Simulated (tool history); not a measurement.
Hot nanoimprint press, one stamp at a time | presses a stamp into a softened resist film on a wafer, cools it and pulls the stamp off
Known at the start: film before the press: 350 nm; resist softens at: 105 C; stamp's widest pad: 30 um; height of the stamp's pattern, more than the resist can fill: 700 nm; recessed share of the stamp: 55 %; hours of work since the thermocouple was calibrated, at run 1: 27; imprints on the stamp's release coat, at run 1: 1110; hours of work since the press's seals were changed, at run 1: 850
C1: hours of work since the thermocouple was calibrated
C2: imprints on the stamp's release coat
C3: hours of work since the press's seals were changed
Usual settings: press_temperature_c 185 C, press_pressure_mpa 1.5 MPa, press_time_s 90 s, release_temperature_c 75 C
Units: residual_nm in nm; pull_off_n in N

Run 1, hour 0: usual settings; C1 27; C2 1110; C3 850. Result: residual_nm 125 nm, pull_off_n 215 N.
Run 2, hour 53.5: usual settings; C1 58; C2 1248; C3 882. Result: residual_nm 126 nm, pull_off_n 213 N.
At hour 118.5: press's hydraulic seals changed and the load cell set to zero.
Run 3, hour 153.1: usual settings; C1 112; C2 1484; C3 20. Result: residual_nm 126.9 nm, pull_off_n 215 N.
Run 4, hour 241.5: usual settings; C1 164; C2 1712; C3 72. Result: residual_nm 125.6 nm, pull_off_n 215 N.
Run 5, hour 303.6: usual settings but press_pressure_mpa 1.45 MPa; C1 200; C2 1872; C3 109. Result: residual_nm 128.3 nm, pull_off_n 209 N.
At hour 392.4: stamp cleaned and given a new release coat.
Run 6, hour 407.2: usual settings but press_pressure_mpa 1.45 MPa; C1 258; C2 38; C3 166. Result: residual_nm 126.8 nm, pull_off_n 198 N.
Run 7, hour 485.5: usual settings; C1 304; C2 240; C3 212. Result: residual_nm 125.2 nm, pull_off_n 203 N.
At hour 496.7: plate thermocouple calibrated.
Run 8, hour 556.9: usual settings; C1 35; C2 417; C3 252. Result: residual_nm 125 nm, pull_off_n 209 N.
Run 9, hour 601.6: usual settings but press_pressure_mpa 1.39 MPa; C1 62; C2 532; C3 278. Result: residual_nm 130.9 nm, pull_off_n 206 N.
Run 10, hour 664.9: usual settings but press_pressure_mpa 1.39 MPa, release_temperature_c 60 C; C1 99; C2 695; C3 316. Result: residual_nm 131.1 nm, pull_off_n 274 N.
Run 11, hour 742: usual settings but press_time_s 74 s; C1 144; C2 894; C3 361. Result: residual_nm 133.5 nm, pull_off_n 218 N.
Run 12, hour 783.1: usual settings but press_time_s 74 s; C1 168; C2 1000; C3 385. Result: residual_nm 134.1 nm, pull_off_n 218 N.
Run 13, hour 845.4: usual settings but press_time_s 74 s; C1 205; C2 1161; C3 422. Result: residual_nm 134.6 nm, pull_off_n 209 N.
Run 14, hour 900.7: usual settings but press_time_s 131 s; C1 237; C2 1304; C3 454. Result: residual_nm 108.6 nm, pull_off_n 208 N.
Run 15, hour 996.4: usual settings but press_temperature_c 179 C, press_time_s 131 s, release_temperature_c 63 C; C1 293; C2 1550; C3 510. Result: residual_nm 129.8 nm, pull_off_n 257 N.
At hour 1025.3: plate thermocouple calibrated.
Run 16, hour 1040.7: usual settings but press_temperature_c 179 C, press_time_s 131 s, release_temperature_c 80 C; C1 9; C2 1657; C3 535. Result: residual_nm 129.2 nm, pull_off_n 188 N.
Run 17, hour 1103.1: usual settings but press_temperature_c 179 C, press_time_s 131 s, release_temperature_c 80 C; C1 46; C2 1818; C3 571. Result: residual_nm 129.7 nm, pull_off_n 187 N.
Run 18, hour 1143.2: usual settings but press_temperature_c 190 C, press_time_s 131 s, release_temperature_c 80 C; C1 69; C2 1922; C3 595. Result: residual_nm 92.2 nm, pull_off_n 192 N.
At hour 1211: stamp cleaned and given a new release coat.
Run 19, hour 1231.1: usual settings but press_temperature_c 190 C, press_time_s 131 s, release_temperature_c 80 C; C1 117; C2 52; C3 643. Result: residual_nm 92.7 nm, pull_off_n 187 N.
Run 20, hour 1293.4: usual settings but press_temperature_c 190 C, press_time_s 131 s, release_temperature_c 80 C; C1 154; C2 212; C3 679. Result: residual_nm 92.4 nm, pull_off_n 187 N.
Run 21, hour 1346: usual settings but press_temperature_c 187 C, press_pressure_mpa 1.8 MPa, release_temperature_c 71 C; C1 185; C2 348; C3 710. Result: residual_nm 107 nm, pull_off_n 232 N.
Run 22, hour 1420: usual settings but press_temperature_c 187 C, press_pressure_mpa 1.03 MPa, press_time_s 64 s, release_temperature_c 72 C; C1 228; C2 539; C3 754. Result: residual_nm 162.2 nm, pull_off_n 223 N.
Run 23, hour 1489.9: usual settings but press_temperature_c 187 C, press_pressure_mpa 1.03 MPa, press_time_s 64 s, release_temperature_c 72 C; C1 269; C2 720; C3 795. Result: residual_nm 162.7 nm, pull_off_n 222 N.
At hour 1558: plate thermocouple calibrated.
Run 24, hour 1558: usual settings but press_temperature_c 179 C, release_temperature_c 62 C; C1 0; C2 887; C3 833. Result: residual_nm 149.4 nm, pull_off_n 273 N.
Run 25, hour 1650.9: usual settings but press_temperature_c 179 C, release_temperature_c 62 C; C1 55; C2 1127; C3 888. Result: residual_nm 151.2 nm, pull_off_n 270 N.
At hour 1704.2: press's hydraulic seals changed and the load cell set to zero.
Run 26, hour 1735.4: usual settings but press_temperature_c 189 C; C1 99; C2 1324; C3 18. Result: residual_nm 111.4 nm, pull_off_n 213 N.
Run 27, hour 1809.2: usual settings but press_temperature_c 174 C, press_time_s 61 s; C1 143; C2 1515; C3 62. Result: residual_nm 199.5 nm, pull_off_n 218 N.
Run 28, hour 1880.5: usual settings but press_temperature_c 178 C, press_pressure_mpa 1.49 MPa, press_time_s 124 s; C1 185; C2 1699; C3 104. Result: residual_nm 137.1 nm, pull_off_n 209 N.

4 ways to go on from here, each from the tool as it stands after run 28. What would each give?
Run A, hour 1948.6: usual settings but press_temperature_c 188 C, press_pressure_mpa 1.49 MPa, release_temperature_c 80 C; C1 225; C2 1874; C3 144. Result: residual_nm ?, pull_off_n ?.
Run B, hour 1948.6: usual settings but press_time_s 158 s, release_temperature_c 81 C; C1 225; C2 1874; C3 144. Result: residual_nm ?, pull_off_n ?.
Run C, hour 1948.6: usual settings but press_temperature_c 177 C, press_pressure_mpa 1.49 MPa, press_time_s 99 s; C1 225; C2 1874; C3 144. Result: residual_nm ?, pull_off_n ?.
Run D, hour 1948.6: usual settings but press_temperature_c 193 C, press_pressure_mpa 1.07 MPa, press_time_s 50 s; C1 225; C2 1874; C3 144. Result: residual_nm ?, pull_off_n ?.

run  residual_nm  pull_off_n
  A        115.5         185
  B          101         190
  C        154.7         203
  D        147.9         209
Without the tool's hidden state the same runs would have given:
run  residual_nm  pull_off_n
  A        115.4         183
  B        100.9         189
  C        154.6         202
  D        147.9         207

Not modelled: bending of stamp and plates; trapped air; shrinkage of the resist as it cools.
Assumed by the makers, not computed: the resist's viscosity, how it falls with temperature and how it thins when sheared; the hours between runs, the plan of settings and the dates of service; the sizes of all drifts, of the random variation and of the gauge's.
